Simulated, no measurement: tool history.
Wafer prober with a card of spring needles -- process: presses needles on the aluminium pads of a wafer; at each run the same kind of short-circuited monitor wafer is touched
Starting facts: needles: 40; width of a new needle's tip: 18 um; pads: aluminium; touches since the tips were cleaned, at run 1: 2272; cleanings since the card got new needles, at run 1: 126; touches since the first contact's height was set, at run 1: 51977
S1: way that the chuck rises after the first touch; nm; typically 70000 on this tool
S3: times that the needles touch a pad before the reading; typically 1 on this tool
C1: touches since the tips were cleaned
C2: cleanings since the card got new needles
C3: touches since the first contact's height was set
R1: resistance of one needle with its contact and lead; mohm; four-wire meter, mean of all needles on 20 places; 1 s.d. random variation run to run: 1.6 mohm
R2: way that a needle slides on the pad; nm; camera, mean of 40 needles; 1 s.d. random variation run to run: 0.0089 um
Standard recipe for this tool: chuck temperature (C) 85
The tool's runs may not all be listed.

{"run": 1, "hour": 0.0, "S1": 70000, "chuck temperature (C)": 85, "S3": 1, "C1": 2272, "C2": 126, "C3": 51977, "R1": 155, "R2": 12995}
{"hour": 3.9, "done": "tips cleaned on abrasive film"}
{"hour": 11.5, "done": "tips cleaned on abrasive film"}
{"hour": 15.6, "done": "height of the first contact set anew"}
{"run": 2, "hour": 18.7, "S1": 70000, "chuck temperature (C)": 31, "S3": 1, "C1": 4145, "C2": 128, "C3": 1886, "R1": 148, "R2": 13012}
{"hour": 20.7, "done": "tips cleaned on abrasive film"}
{"hour": 30.3, "done": "tips cleaned on abrasive film"}
{"hour": 39.8, "done": "tips cleaned on abrasive film"}
{"hour": 47.4, "done": "tips cleaned on abrasive film"}
{"run": 3, "hour": 51.4, "S1": 70000, "chuck temperature (C)": 85, "S3": 3, "C1": 2398, "C2": 132, "C3": 21230, "R1": 156, "R2": 13006}
{"hour": 55.3, "done": "tips cleaned on abrasive film"}
{"hour": 64.6, "done": "tips cleaned on abrasive film"}
{"hour": 73.9, "done": "tips cleaned on abrasive film"}
{"run": 4, "hour": 77.1, "S1": 70000, "chuck temperature (C)": 85, "S3": 1, "C1": 1898, "C2": 135, "C3": 36405, "R1": 152, "R2": 13004}
{"hour": 82.8, "done": "tips cleaned on abrasive film"}
{"hour": 90.5, "done": "tips cleaned on abrasive film"}
{"hour": 98.1, "done": "tips cleaned on abrasive film"}
{"run": 5, "hour": 104.4, "S1": 70000, "chuck temperature (C)": 85, "S3": 1, "C1": 3783, "C2": 138, "C3": 52614, "R1": 156, "R2": 13028}
{"hour": 106.3, "done": "tips cleaned on abrasive film"}
{"hour": 115.5, "done": "tips cleaned on abrasive film"}
{"hour": 119.6, "done": "height of the first contact set anew"}
{"hour": 125.4, "done": "tips cleaned on abrasive film"}
{"hour": 134.9, "done": "tips cleaned on abrasive film"}
{"run": 6, "hour": 137.2, "S1": 70000, "chuck temperature (C)": 85, "S3": 1, "C1": 1416, "C2": 142, "C3": 10454, "R1": 154, "R2": 13015}
{"hour": 143.0, "done": "tips cleaned on abrasive film"}
{"hour": 152.5, "done": "tips cleaned on abrasive film"}
{"hour": 161.9, "done": "tips cleaned on abrasive film"}
{"hour": 169.5, "done": "tips cleaned on abrasive film"}
{"hour": 177.6, "done": "tips cleaned on abrasive film"}
{"run": 7, "hour": 177.6, "S1": 70000, "chuck temperature (C)": 85, "S3": 1, "C1": 0, "C2": 147, "C3": 34350, "R1": 154, "R2": 13009}
{"hour": 187.0, "done": "tips cleaned on abrasive film"}
{"hour": 194.7, "done": "tips cleaned on abrasive film"}
{"hour": 204.0, "done": "tips cleaned on abrasive film"}
{"run": 8, "hour": 205.3, "S1": 70000, "chuck temperature (C)": 85, "S3": 1, "C1": 789, "C2": 150, "C3": 50774, "R1": 153, "R2": 13058}
{"hour": 213.0, "done": "tips cleaned on abrasive film"}
{"hour": 220.6, "done": "tips cleaned on abrasive film"}
{"hour": 222.8, "done": "height of the first contact set anew"}
{"run": 9, "hour": 223.3, "S1": 70000, "chuck temperature (C)": 85, "S3": 1, "C1": 1416, "C2": 152, "C3": 286, "R1": 152, "R2": 13033}
{"hour": 229.0, "done": "tips cleaned on abrasive film"}
{"hour": 236.7, "done": "tips cleaned on abrasive film"}
{"run": 10, "hour": 242.7, "S1": 65000, "chuck temperature (C)": 85, "S3": 1, "C1": 3627, "C2": 154, "C3": 11820, "R1": 152, "R2": 12106}
{"hour": 244.7, "done": "tips cleaned on abrasive film"}
{"hour": 252.4, "done": "tips cleaned on abrasive film"}
{"hour": 260.0, "done": "tips cleaned on abrasive film"}
{"run": 11, "hour": 266.3, "S1": 65000, "chuck temperature (C)": 85, "S3": 1, "C1": 3767, "C2": 157, "C3": 25752, "R1": 155, "R2": 12104}
{"hour": 268.3, "done": "tips cleaned on abrasive film"}
{"hour": 277.6, "done": "tips cleaned on abrasive film"}
{"hour": 287.1, "done": "tips cleaned on abrasive film"}
{"hour": 296.4, "done": "tips cleaned on abrasive film"}
{"run": 12, "hour": 297.9, "S1": 70000, "chuck temperature (C)": 85, "S3": 1, "C1": 858, "C2": 161, "C3": 44443, "R1": 154, "R2": 13066}
{"hour": 305.4, "done": "tips cleaned on abrasive film"}
{"hour": 313.1, "done": "tips cleaned on abrasive film"}
{"hour": 322.6, "done": "tips cleaned on abrasive film"}
{"hour": 326.7, "done": "height of the first contact set anew"}
{"hour": 332.4, "done": "tips cleaned on abrasive film"}
{"run": 13, "hour": 334.2, "S1": 70000, "chuck temperature (C)": 85, "S3": 1, "C1": 1069, "C2": 165, "C3": 4458, "R1": 155, "R2": 13050}
{"hour": 341.7, "done": "tips cleaned on abrasive film"}
{"hour": 349.4, "done": "tips cleaned on abrasive film"}
{"hour": 358.9, "done": "tips cleaned on abrasive film"}
{"run": 14, "hour": 360.2, "S1": 80000, "chuck temperature (C)": 37, "S3": 1, "C1": 771, "C2": 168, "C3": 19844, "R1": 146, "R2": 14924}
{"hour": 367.7, "done": "tips cleaned on abrasive film"}
{"hour": 375.3, "done": "tips cleaned on abrasive film"}
{"hour": 384.7, "done": "tips cleaned on abrasive film"}
{"hour": 392.4, "done": "tips cleaned on abrasive film"}
{"run": 15, "hour": 394.3, "S1": 60000, "chuck temperature (C)": 36, "S3": 2, "C1": 1146, "C2": 172, "C3": 40045, "R1": 146, "R2": 11186}
{"hour": 401.9, "done": "tips cleaned on abrasive film"}
{"hour": 409.5, "done": "tips cleaned on abrasive film"}
{"hour": 418.5, "done": "tips cleaned on abrasive film"}
{"run": 16, "hour": 418.5, "S1": 60000, "chuck temperature (C)": 78, "S3": 3, "C1": 0, "C2": 175, "C3": 54379, "R1": 153, "R2": 11202}
{"hour": 428.0, "done": "tips cleaned on abrasive film"}
{"hour": 430.2, "done": "height of the first contact set anew"}
{"hour": 437.7, "done": "tips cleaned on abrasive film"}
{"hour": 447.0, "done": "tips cleaned on abrasive film"}
{"hour": 456.2, "done": "tips cleaned on abrasive film"}
{"run": 17, "hour": 458.8, "S1": 60000, "chuck temperature (C)": 78, "S3": 3, "C1": 1551, "C2": 179, "C3": 16969, "R1": 155, "R2": 11211}
{"hour": 464.6, "done": "tips cleaned on abrasive film"}
{"hour": 474.1, "done": "tips cleaned on abrasive film"}
{"hour": 483.4, "done": "tips cleaned on abrasive film"}
{"run": 18, "hour": 487.1, "S1": 59000, "chuck temperature (C)": 85, "S3": 1, "C1": 2177, "C2": 182, "C3": 33711, "R1": 156, "R2": 11019}
{"hour": 492.8, "done": "tips cleaned on abrasive film"}
{"hour": 502.4, "done": "tips cleaned on abrasive film"}
{"hour": 511.7, "done": "tips cleaned on abrasive film"}
{"hour": 521.1, "done": "tips cleaned on abrasive film"}
{"run": 19, "hour": 526.7, "S1": 59000, "chuck temperature (C)": 85, "S3": 1, "C1": 3342, "C2": 186, "C3": 57212, "R1": 155, "R2": 11039}
{"hour": 530.5, "done": "tips cleaned on abrasive film"}
{"hour": 532.6, "done": "height of the first contact set anew"}
{"hour": 540.3, "done": "tips cleaned on abrasive film"}
{"hour": 549.8, "done": "tips cleaned on abrasive film"}
{"hour": 558.0, "done": "tips cleaned on abrasive film"}
{"run": 20, "hour": 558.0, "S1": 73000, "chuck temperature (C)": 60, "S3": 3, "C1": 0, "C2": 190, "C3": 14999, "R1": 146, "R2": 13643}
{"hour": 567.5, "done": "tips cleaned on abrasive film"}
{"hour": 577.0, "done": "tips cleaned on abrasive film"}
{"hour": 586.4, "done": "tips cleaned on abrasive film"}
{"run": 21, "hour": 591.0, "S1": 54000, "chuck temperature (C)": 41, "S3": 2, "C1": 2769, "C2": 193, "C3": 34606, "R1": 152, "R2": 10094}
{"hour": 594.9, "done": "tips cleaned on abrasive film"}
{"hour": 604.4, "done": "tips cleaned on abrasive film"}
{"run": 22, "hour": 611.2, "S1": 54000, "chuck temperature (C)": 41, "S3": 2, "C1": 4056, "C2": 195, "C3": 46570, "R1": 152, "R2": 10101}
{"hour": 613.1, "done": "tips cleaned on abrasive film"}
{"hour": 620.8, "done": "tips cleaned on abrasive film"}
{"hour": 628.4, "done": "tips cleaned on abrasive film"}
{"hour": 636.3, "done": "height of the first contact set anew"}
{"hour": 638.3, "done": "tips cleaned on abrasive film"}
{"hour": 647.6, "done": "tips cleaned on abrasive film"}
{"run": 23, "hour": 649.8, "S1": 67000, "chuck temperature (C)": 37, "S3": 1, "C1": 1298, "C2": 200, "C3": 7991, "R1": 146, "R2": 12557}
{"hour": 655.6, "done": "tips cleaned on abrasive film"}
{"hour": 665.1, "done": "tips cleaned on abrasive film"}
{"hour": 674.4, "done": "tips cleaned on abrasive film"}
{"hour": 682.1, "done": "tips cleaned on abrasive film"}
{"run": 24, "hour": 685.4, "S1": 67000, "chuck temperature (C)": 37, "S3": 1, "C1": 1965, "C2": 204, "C3": 29055, "R1": 146, "R2": 12552}

A few steps of R2 between consecutive runs. Split each: what settings, incoming material and random variation would produce without the hidden state, and what is left over for the hidden state, along with gauge scatter present in only one of the two compared results (measured, and without hidden state):
Hidden state present: debris on the tips, nm; way that the needles fall short of the set height, um; tips' diameter, um; drift of the gauge itself on contact_mohm, %; drift of the gauge itself on scrub_um, %.
Run 14 -> 15: S1 80000 -> 60000, chuck temperature (C) 37 -> 36, S3 1 -> 2, tips cleaned on abrasive film, tips cleaned on abrasive film, tips cleaned on abrasive film, tips cleaned on abrasive film. R2 -3738 nm: hidden state -14, all else -3724.
Run 19 -> 20: S1 59000 -> 73000, chuck temperature (C) 85 -> 60, S3 1 -> 3, tips cleaned on abrasive film, height of the first contact set anew, tips cleaned on abrasive film, tips cleaned on abrasive film, tips cleaned on abrasive film. R2 +2604 nm: hidden state +25, all else +2579.
Run 20 -> 21: S1 73000 -> 54000, chuck temperature (C) 60 -> 41, S3 3 -> 2, tips cleaned on abrasive film, tips cleaned on abrasive film, tips cleaned on abrasive film. R2 -3549 nm: hidden state -22, all else -3527.
Run 22 -> 23: S1 54000 -> 67000, chuck temperature (C) 41 -> 37, S3 2 -> 1, tips cleaned on abrasive film, tips cleaned on abrasive film, tips cleaned on abrasive film, height of the first contact set anew, tips cleaned on abrasive film, tips cleaned on abrasive film. R2 +2456 nm: hidden state +26, all else +2430.

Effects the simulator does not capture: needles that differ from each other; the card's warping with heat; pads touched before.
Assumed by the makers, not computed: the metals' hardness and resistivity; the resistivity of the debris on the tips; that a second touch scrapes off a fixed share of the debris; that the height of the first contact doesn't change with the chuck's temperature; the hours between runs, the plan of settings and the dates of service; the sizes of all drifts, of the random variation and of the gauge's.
